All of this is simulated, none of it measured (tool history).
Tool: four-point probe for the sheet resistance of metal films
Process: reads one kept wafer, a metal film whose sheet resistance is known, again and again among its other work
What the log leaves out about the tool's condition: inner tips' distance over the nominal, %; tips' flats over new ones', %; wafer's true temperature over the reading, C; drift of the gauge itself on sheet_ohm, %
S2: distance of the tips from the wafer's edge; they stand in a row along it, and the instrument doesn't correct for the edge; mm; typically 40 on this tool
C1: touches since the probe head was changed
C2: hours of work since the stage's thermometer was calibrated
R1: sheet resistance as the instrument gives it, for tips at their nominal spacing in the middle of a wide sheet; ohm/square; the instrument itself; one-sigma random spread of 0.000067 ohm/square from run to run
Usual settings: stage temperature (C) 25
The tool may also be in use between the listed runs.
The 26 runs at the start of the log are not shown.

{"run": 27, "hour": 373.0, "stage temperature (C)": 34, "S2": 53, "C1": 28960, "C2": 394, "R1": 0.336204}
{"run": 28, "hour": 385.2, "stage temperature (C)": 19, "S2": 10, "C1": 29345, "C2": 402, "R1": 0.335235}
{"run": 29, "hour": 405.2, "stage temperature (C)": 19, "S2": 10, "C1": 29982, "C2": 416, "R1": 0.335148}
{"run": 30, "hour": 422.7, "stage temperature (C)": 30, "S2": 11, "C1": 30536, "C2": 428, "R1": 0.336958}
{"run": 31, "hour": 432.4, "stage temperature (C)": 24, "S2": 27, "C1": 30844, "C2": 435, "R1": 0.334504}
{"hour": 434.7, "done": "stage's thermometer calibrated"}
{"run": 32, "hour": 443.9, "stage temperature (C)": 24, "S2": 27, "C1": 31194, "C2": 6, "R1": 0.334447}
{"run": 33, "hour": 462.6, "stage temperature (C)": 19, "S2": 66, "C1": 31787, "C2": 19, "R1": 0.333294}
{"run": 34, "hour": 480.7, "stage temperature (C)": 25, "S2": 15, "C1": 32364, "C2": 32, "R1": 0.335245}
{"run": 35, "hour": 493.7, "stage temperature (C)": 22, "S2": 8, "C1": 32776, "C2": 41, "R1": 0.336542}
{"run": 36, "hour": 505.2, "stage temperature (C)": 22, "S2": 8, "C1": 33141, "C2": 49, "R1": 0.3366}
{"hour": 513.8, "done": "stage's thermometer calibrated, once more"}
{"run": 37, "hour": 514.7, "stage temperature (C)": 22, "S2": 6, "C1": 33428, "C2": 1, "R1": 0.338893}
{"run": 38, "hour": 532.5, "stage temperature (C)": 20, "S2": 52, "C1": 33993, "C2": 13, "R1": 0.333756}
{"run": 39, "hour": 543.4, "stage temperature (C)": 25, "S2": 34, "C1": 34340, "C2": 20, "R1": 0.33474}
{"run": 40, "hour": 556.2, "stage temperature (C)": 31, "S2": 14, "C1": 34746, "C2": 29, "R1": 0.336598}
{"run": 41, "hour": 567.5, "stage temperature (C)": 31, "S2": 14, "C1": 35105, "C2": 37, "R1": 0.336577}
{"run": 42, "hour": 588.1, "stage temperature (C)": 20, "S2": 40, "C1": 35759, "C2": 51, "R1": 0.333789}
{"run": 43, "hour": 601.3, "stage temperature (C)": 27, "S2": 7, "C1": 36176, "C2": 60, "R1": 0.338663}
{"run": 44, "hour": 616.7, "stage temperature (C)": 28, "S2": 39, "C1": 36667, "C2": 71, "R1": 0.335253}
{"run": 45, "hour": 634.8, "stage temperature (C)": 25, "S2": 12, "C1": 37241, "C2": 83, "R1": 0.335973}

Below are 4 alternative next runs, each starting from the tool's condition after run 45. Predict each:
{"run": "A", "hour": 653.8, "stage temperature (C)": 25, "S2": 58, "C1": 37844, "C2": 97, "R1": "?"}
{"run": "B", "hour": 653.8, "stage temperature (C)": 28, "S2": 15, "C1": 37844, "C2": 97, "R1": "?"}
{"run": "C", "hour": 653.8, "stage temperature (C)": 18, "S2": 4, "C1": 37844, "C2": 97, "R1": "?"}
{"run": "D", "hour": 653.8, "stage temperature (C)": 27, "S2": 62, "C1": 37844, "C2": 97, "R1": "?"}

run=A R1=0.334667
run=B R1=0.335988
run=C R1=0.344225
run=D R1=0.334997
With no hidden state in the tool, these same runs would have given:
run=A R1=0.334858
run=B R1=0.336180
run=C R1=0.344419
run=D R1=0.335188
